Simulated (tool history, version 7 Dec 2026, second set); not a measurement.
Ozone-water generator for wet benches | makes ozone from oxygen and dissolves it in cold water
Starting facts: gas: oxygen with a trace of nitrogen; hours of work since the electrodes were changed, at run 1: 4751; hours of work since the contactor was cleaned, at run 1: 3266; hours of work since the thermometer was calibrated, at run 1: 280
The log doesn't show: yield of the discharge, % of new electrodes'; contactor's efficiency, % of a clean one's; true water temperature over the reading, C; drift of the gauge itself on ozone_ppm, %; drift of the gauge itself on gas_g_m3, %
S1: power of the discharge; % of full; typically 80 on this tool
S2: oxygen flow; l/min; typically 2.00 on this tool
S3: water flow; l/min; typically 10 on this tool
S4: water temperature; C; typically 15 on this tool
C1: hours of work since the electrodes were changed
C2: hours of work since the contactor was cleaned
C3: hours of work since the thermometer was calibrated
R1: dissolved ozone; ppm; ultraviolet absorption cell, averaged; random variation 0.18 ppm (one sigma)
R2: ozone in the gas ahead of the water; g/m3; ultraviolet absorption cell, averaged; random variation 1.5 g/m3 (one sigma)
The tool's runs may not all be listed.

| run | hour | S1 | S2 | S3 | S4 | C1 | C2 | C3 | R1 | R2 |
|---|---|---|---|---|---|---|---|---|---|---|
| 1 | 0.0 | 80 | 2.00 | 10 | 15 | 4751 | 3266 | 280 | 24.0 | 273.9 |
| 2 | 104.0 | 80 | 2.00 | 10 | 15 | 4829 | 3344 | 357 | 24.2 | 273.0 |
| 3 | 218.0 | 80 | 1.80 | 10 | 15 | 4915 | 3429 | 443 | 24.0 | 297.1 |
| 4 | 326.8 | 80 | 1.80 | 9 | 15 | 4996 | 3511 | 524 | 27.0 | 296.2 |
| 5 | 474.5 | 80 | 1.80 | 9 | 15 | 5107 | 3621 | 635 | 26.8 | 296.3 |
| 6 | 600.4 | 80 | 1.80 | 9 | 15 | 5201 | 3715 | 729 | 26.4 | 294.6 |
| 7 | 697.4 | 80 | 1.80 | 9 | 15 | 5273 | 3788 | 802 | 26.8 | 297.0 |
|  | 735.5 | contactor cleaned |
| 8 | 832.8 | 80 | 1.80 | 9 | 15 | 5372 | 73 | 900 | 26.7 | 297.0 |
| 9 | 944.9 | 80 | 1.80 | 9 | 15 | 5456 | 157 | 984 | 26.9 | 298.7 |
| 10 | 1079.6 | 80 | 1.80 | 9 | 15 | 5557 | 258 | 1085 | 26.6 | 296.3 |
| 11 | 1174.2 | 80 | 2.00 | 6 | 15 | 5627 | 328 | 1156 | 38.5 | 275.2 |
| 12 | 1302.3 | 50 | 2.00 | 6 | 15 | 5723 | 424 | 1252 | 25.5 | 184.4 |
| 13 | 1404.0 | 80 | 2.00 | 10 | 15 | 5799 | 500 | 1328 | 23.8 | 278.1 |
| 14 | 1536.0 | 80 | 2.00 | 10 | 15 | 5898 | 599 | 1426 | 23.9 | 279.2 |
| 15 | 1691.2 | 68 | 1.02 | 13 | 14 | 6014 | 715 | 1543 | 14.4 | 375.5 |
| 16 | 1801.5 | 54 | 1.99 | 10 | 16 | 6097 | 798 | 1625 | 17.1 | 198.0 |
| 17 | 1902.1 | 54 | 1.99 | 10 | 16 | 6172 | 873 | 1700 | 16.7 | 198.7 |
| 18 | 1999.3 | 46 | 2.00 | 8 | 8 | 6245 | 946 | 1773 | 19.9 | 171.8 |
| 19 | 2117.5 | 79 | 1.58 | 10 | 13 | 6334 | 1035 | 1862 | 24.0 | 322.8 |
| 20 | 2257.2 | 79 | 1.58 | 10 | 13 | 6438 | 1139 | 1966 | 24.3 | 321.3 |
| 21 | 2331.0 | 79 | 1.58 | 10 | 13 | 6493 | 1194 | 2022 | 23.8 | 325.2 |
| 22 | 2423.7 | 52 | 2.00 | 10 | 15 | 6563 | 1264 | 2091 | 16.5 | 192.6 |
| 23 | 2584.6 | 52 | 2.00 | 10 | 15 | 6683 | 1384 | 2211 | 16.6 | 190.2 |
| 24 | 2719.1 | 80 | 1.83 | 14 | 16 | 6784 | 1485 | 2312 | 16.2 | 297.7 |
| 25 | 2793.4 | 80 | 1.83 | 14 | 16 | 6839 | 1541 | 2368 | 16.1 | 297.8 |
| 26 | 2890.4 | 60 | 1.83 | 14 | 16 | 6912 | 1613 | 2440 | 12.5 | 231.8 |
| 27 | 3042.6 | 60 | 1.83 | 14 | 16 | 7026 | 1727 | 2554 | 12.4 | 232.6 |

Entry by entry between the runs, the difference in hidden state between the last listed run before and the first listed run after:
After run 7, before run 8: contactor cleaned (hour 735.5)
  contactor's efficiency, % of a clean one's: 99.9 -> 100; drift of the gauge itself on gas_g_m3, %: 0.56 -> 0.66
  measured less the result without the state, R2: +1.2 -> +1.5 g/m3
